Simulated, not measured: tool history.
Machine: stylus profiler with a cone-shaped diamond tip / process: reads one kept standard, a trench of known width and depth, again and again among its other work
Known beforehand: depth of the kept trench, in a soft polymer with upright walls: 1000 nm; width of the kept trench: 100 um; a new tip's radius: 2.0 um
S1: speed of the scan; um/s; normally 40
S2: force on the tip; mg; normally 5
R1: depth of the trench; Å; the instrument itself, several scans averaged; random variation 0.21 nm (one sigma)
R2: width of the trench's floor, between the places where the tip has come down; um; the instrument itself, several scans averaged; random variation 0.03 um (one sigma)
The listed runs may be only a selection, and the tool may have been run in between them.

run	hour	S1	S2	R1	R2
1	0	40	5	10161.9	95.54
2	50	40	9.17	10234.4	95.56
3	121.6	40	5	10161.4	95.45
4	175	40	11.41	10268.9	95.51
5	237	40	11.41	10266.3	95.44
6	285.1	63	5	10164.7	95.29
7	352.8	63	5	10166.5	95.25
8	422.2	14	5	10170.1	95.42
9	483.4	40	5.32	10144.3	95.29
10	550.4	14	5	10136.6	95.43
11	588.1	14	5	10133.8	95.38
12	628.8	40	9.1	10208.2	95.27
13	684.5	40	9.1	10206.8	95.21
14	714.6	20	9.1	10206.7	95.37
15	743.7	71	1.71	10066.5	94.86
16	775.2	71	1.71	10068.3	94.82
17	843.8	20	11.21	10241.2	95.24
18	883.9	14	13.01	10270.5	95.27
19	951.8	117	13.01	10270.5	94.97
20	990.5	11	5.34	10148.1	95.19
21	1024.3	67	11.54	10252.3	95.07

Not shown: 1 entry that the log had between the listed runs. Between which runs, and how does the tool's hidden state differ before and after?
From run 8 to run 9: height scale calibrated on a step standard (hour 447.8)
  radius of the tip, um: 3.04 -> 3.07; height scale over the true one, %: 0.255 -> -0.047
  measured value less the no-hidden-state value, R1: +25.8 -> -4.8 Å; R2: -1.04 -> -1.07 um
